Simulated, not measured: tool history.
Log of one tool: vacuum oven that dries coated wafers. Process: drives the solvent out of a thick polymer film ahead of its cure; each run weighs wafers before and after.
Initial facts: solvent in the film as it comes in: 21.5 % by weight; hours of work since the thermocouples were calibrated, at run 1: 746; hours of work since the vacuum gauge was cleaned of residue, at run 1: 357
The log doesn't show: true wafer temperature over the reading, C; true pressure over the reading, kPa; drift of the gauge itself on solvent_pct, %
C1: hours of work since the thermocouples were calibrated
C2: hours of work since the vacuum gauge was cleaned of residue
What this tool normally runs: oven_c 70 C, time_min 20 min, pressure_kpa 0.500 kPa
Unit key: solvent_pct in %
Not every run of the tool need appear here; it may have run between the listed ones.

Run 1, hour 0.0: usual settings; C1 746; C2 357. Result: solvent_pct 5.52 %.
Run 2, hour 38.2: usual settings; C1 766; C2 377. Result: solvent_pct 5.62 %.
Run 3, hour 66.6: usual settings; C1 781; C2 392. Result: solvent_pct 5.57 %.
Run 4, hour 90.8: usual settings; C1 794; C2 404. Result: solvent_pct 5.56 %.
Run 5, hour 120.0: usual settings but time_min 32 min; C1 809; C2 420. Result: solvent_pct 2.95 %.
Run 6, hour 146.9: usual settings but time_min 32 min; C1 824; C2 434. Result: solvent_pct 2.99 %.
Run 7, hour 183.1: usual settings but time_min 32 min; C1 843; C2 453. Result: solvent_pct 2.94 %.
Run 8, hour 209.9: usual settings but time_min 32 min; C1 857; C2 467. Result: solvent_pct 2.97 %.
Run 9, hour 241.7: usual settings; C1 874; C2 484. Result: solvent_pct 5.77 %.
Run 10, hour 277.2: usual settings; C1 892; C2 503. Result: solvent_pct 5.68 %.
Run 11, hour 295.8: usual settings; C1 902; C2 513. Result: solvent_pct 5.65 %.
Run 12, hour 336.9: usual settings; C1 924; C2 534. Result: solvent_pct 5.68 %.
Run 13, hour 379.3: usual settings; C1 946; C2 557. Result: solvent_pct 5.70 %.
Run 14, hour 411.3: usual settings; C1 963; C2 573. Result: solvent_pct 5.79 %.
Run 15, hour 450.3: usual settings; C1 984; C2 594. Result: solvent_pct 5.74 %.
Run 16, hour 470.3: usual settings; C1 994; C2 604. Result: solvent_pct 5.79 %.
Run 17, hour 496.9: usual settings but pressure_kpa 0.728 kPa; C1 1008; C2 619. Result: solvent_pct 5.88 %.
Run 18, hour 536.8: usual settings but pressure_kpa 0.728 kPa; C1 1029; C2 640. Result: solvent_pct 5.84 %.
Run 19, hour 563.8: usual settings but pressure_kpa 1.161 kPa; C1 1043; C2 654. Result: solvent_pct 5.93 %.
Run 20, hour 583.9: usual settings but pressure_kpa 1.161 kPa; C1 1054; C2 664. Result: solvent_pct 6.04 %.
Run 21, hour 616.0: usual settings but pressure_kpa 1.161 kPa; C1 1071; C2 681. Result: solvent_pct 6.04 %.
At hour 622.8: oven's thermocouples calibrated.
Run 22, hour 640.7: usual settings but pressure_kpa 1.161 kPa; C1 9; C2 693. Result: solvent_pct 6.32 %.
Run 23, hour 664.0: usual settings but pressure_kpa 1.161 kPa; C1 22; C2 706. Result: solvent_pct 6.28 %.
Run 24, hour 694.2: usual settings but oven_c 66 C, time_min 25 min, pressure_kpa 0.387 kPa; C1 38; C2 721. Result: solvent_pct 5.92 %.
Run 25, hour 734.9: usual settings but oven_c 66 C, time_min 25 min, pressure_kpa 0.387 kPa; C1 59; C2 743. Result: solvent_pct 5.94 %.
Run 26, hour 752.9: usual settings but oven_c 66 C, time_min 25 min, pressure_kpa 0.387 kPa; C1 69; C2 752. Result: solvent_pct 5.96 %.
Run 27, hour 794.6: usual settings but oven_c 73 C; C1 91; C2 774. Result: solvent_pct 5.34 %.
Run 28, hour 823.9: usual settings but oven_c 79 C, time_min 11 min, pressure_kpa 1.737 kPa; C1 106; C2 790. Result: solvent_pct 7.54 %.
Run 29, hour 849.2: usual settings but oven_c 68 C, time_min 19 min, pressure_kpa 1.132 kPa; C1 119; C2 803. Result: solvent_pct 7.35 %.
Run 30, hour 866.8: usual settings but oven_c 58 C, time_min 15 min, pressure_kpa 0.569 kPa; C1 129; C2 812. Result: solvent_pct 11.39 %.
At hour 874.6: oven's thermocouples calibrated, once more.
Run 31, hour 894.4: usual settings but oven_c 81 C, time_min 15 min, pressure_kpa 1.087 kPa; C1 10; C2 826. Result: solvent_pct 4.13 %.
Run 32, hour 918.8: usual settings but oven_c 81 C, time_min 15 min, pressure_kpa 1.087 kPa; C1 23; C2 839. Result: solvent_pct 4.23 %.
Run 33, hour 956.1: usual settings but oven_c 63 C, time_min 15 min, pressure_kpa 0.263 kPa; C1 43; C2 858. Result: solvent_pct 9.06 %.
Run 34, hour 976.3: usual settings but time_min 14 min; C1 54; C2 869. Result: solvent_pct 7.56 %.
Run 35, hour 1000.5: usual settings but time_min 14 min; C1 66; C2 882. Result: solvent_pct 7.71 %.
Run 36, hour 1036.7: usual settings but time_min 14 min; C1 85; C2 901. Result: solvent_pct 7.57 %.
Run 37, hour 1067.2: usual settings but oven_c 75 C; C1 102; C2 917. Result: solvent_pct 3.96 %.
Run 38, hour 1104.0: usual settings but oven_c 75 C; C1 121; C2 936. Result: solvent_pct 3.99 %.
Run 39, hour 1134.4: usual settings but oven_c 72 C, time_min 27 min, pressure_kpa 0.262 kPa; C1 137; C2 952. Result: solvent_pct 3.04 %.
Run 40, hour 1159.6: usual settings but oven_c 65 C, time_min 21 min, pressure_kpa 0.679 kPa; C1 150; C2 966. Result: solvent_pct 6.67 %.
Run 41, hour 1181.7: usual settings but oven_c 65 C, time_min 21 min, pressure_kpa 0.679 kPa; C1 162; C2 977. Result: solvent_pct 6.68 %.
Run 42, hour 1199.3: usual settings but oven_c 65 C, time_min 21 min, pressure_kpa 0.679 kPa; C1 171; C2 987. Result: solvent_pct 6.66 %.
Run 43, hour 1237.0: usual settings but time_min 31 min, pressure_kpa 0.877 kPa; C1 191; C2 1006. Result: solvent_pct 3.01 %.
Run 44, hour 1272.2: usual settings but time_min 31 min, pressure_kpa 0.877 kPa; C1 210; C2 1025. Result: solvent_pct 3.10 %.
Run 45, hour 1299.9: usual settings but oven_c 68 C, time_min 14 min, pressure_kpa 0.877 kPa; C1 224; C2 1040. Result: solvent_pct 8.35 %.
Run 46, hour 1321.4: usual settings but oven_c 82 C, time_min 12 min, pressure_kpa 0.304 kPa; C1 235; C2 1051. Result: solvent_pct 5.19 %.

Below are 5 alternative next runs, each starting from the tool's condition after run 46. Predict each:
Run A, hour 1360.2: usual settings but oven_c 82 C, time_min 19 min, pressure_kpa 1.370 kPa; C1 256; C2 1071. Result: solvent_pct ?.
Run B, hour 1360.2: usual settings but oven_c 64 C, time_min 12 min, pressure_kpa 0.304 kPa; C1 256; C2 1071. Result: solvent_pct ?.
Run C, hour 1360.2: usual settings but time_min 21 min; C1 256; C2 1071. Result: solvent_pct ?.
Run D, hour 1360.2: usual settings but oven_c 72 C, pressure_kpa 0.630 kPa; C1 256; C2 1071. Result: solvent_pct ?.
Run E, hour 1360.2: usual settings but oven_c 82 C, time_min 16 min, pressure_kpa 0.273 kPa; C1 256; C2 1071. Result: solvent_pct ?.

run  solvent_pct
  A         2.83
  B        10.06
  C         5.16
  D         4.99
  E         3.47
Take away the tool's hidden state, keep each run's random variation, and the runs would have read:
run  solvent_pct
  A         2.62
  B         9.80
  C         4.87
  D         4.71
  E         3.25
